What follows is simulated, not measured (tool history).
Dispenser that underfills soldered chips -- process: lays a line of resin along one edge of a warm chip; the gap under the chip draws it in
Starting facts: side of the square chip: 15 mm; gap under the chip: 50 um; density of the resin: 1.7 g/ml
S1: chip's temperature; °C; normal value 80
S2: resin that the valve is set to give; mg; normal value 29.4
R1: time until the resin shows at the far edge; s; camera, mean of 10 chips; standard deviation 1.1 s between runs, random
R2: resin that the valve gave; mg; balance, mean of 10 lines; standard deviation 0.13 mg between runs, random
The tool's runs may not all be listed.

| run | hour | S1 | S2 | R1 | R2 |
|---|---|---|---|---|---|
| 1 | 0 | 80 | 29.4 | 115.5 | 29.31 |
| 2 | 10.2 | 80 | 29.4 | 156.7 | 29.16 |
|  | 12.7 | new syringe of resin |
| 3 | 23.8 | 80 | 29.4 | 146.7 | 29.29 |
|  | 29.7 | new syringe of resin |
| 4 | 33.3 | 80 | 29.4 | 114.7 | 28.93 |
| 5 | 44.7 | 80 | 29.4 | 161.2 | 28.88 |
|  | 45.8 | new syringe of resin |
| 6 | 60.7 | 95 | 29.4 | 81.6 | 28.59 |
|  | 62.5 | new syringe of resin |
| 7 | 69.4 | 95 | 29.4 | 65.3 | 28.59 |
|  | 78.5 | new syringe of resin |
| 8 | 80.4 | 90 | 33 | 67.4 | 31.88 |
| 9 | 87.6 | 94 | 25.1 | 72.9 | 24.07 |
|  | 94.2 | new syringe of resin |
| 10 | 99.6 | 94 | 25.1 | 66.1 | 24.01 |
|  | 110.1 | new syringe of resin |
| 11 | 111.5 | 79 | 28.4 | 113.9 | 27.18 |
| 12 | 119.5 | 79 | 28.4 | 143.6 | 26.85 |

Each row is a separate what-if for the run after 12, all from the same tool condition, not one after another. Results?
|  | 126.5 | new syringe of resin |
| A | 128.9 | 66 | 34 | ? | ? |
|  | 126.5 | new syringe of resin |
| B | 128.9 | 84 | 29.4 | ? | ? |
|  | 126.5 | new syringe of resin |
| C | 128.9 | 74 | 30.8 | ? | ? |
|  | 126.5 | new syringe of resin |
| D | 128.9 | 73 | 35.3 | ? | ? |
|  | 126.5 | new syringe of resin |
| E | 128.9 | 74 | 33.9 | ? | ? |

| run | R1 | R2 |
|---|---|---|
| A | 215.1 | 31.87 |
| B | 90.7 | 27.8 |
| C | 148 | 28.66 |
| D | 152.9 | 33.41 |
| E | 142.4 | 31.97 |
Without the tool's unlogged condition, the same runs would have read:
| run | R1 | R2 |
|---|---|---|
| A | 218.3 | 33.95 |
| B | 90.8 | 29.61 |
| C | 149.1 | 30.54 |
| D | 154.8 | 35.59 |
| E | 143.9 | 34.05 |

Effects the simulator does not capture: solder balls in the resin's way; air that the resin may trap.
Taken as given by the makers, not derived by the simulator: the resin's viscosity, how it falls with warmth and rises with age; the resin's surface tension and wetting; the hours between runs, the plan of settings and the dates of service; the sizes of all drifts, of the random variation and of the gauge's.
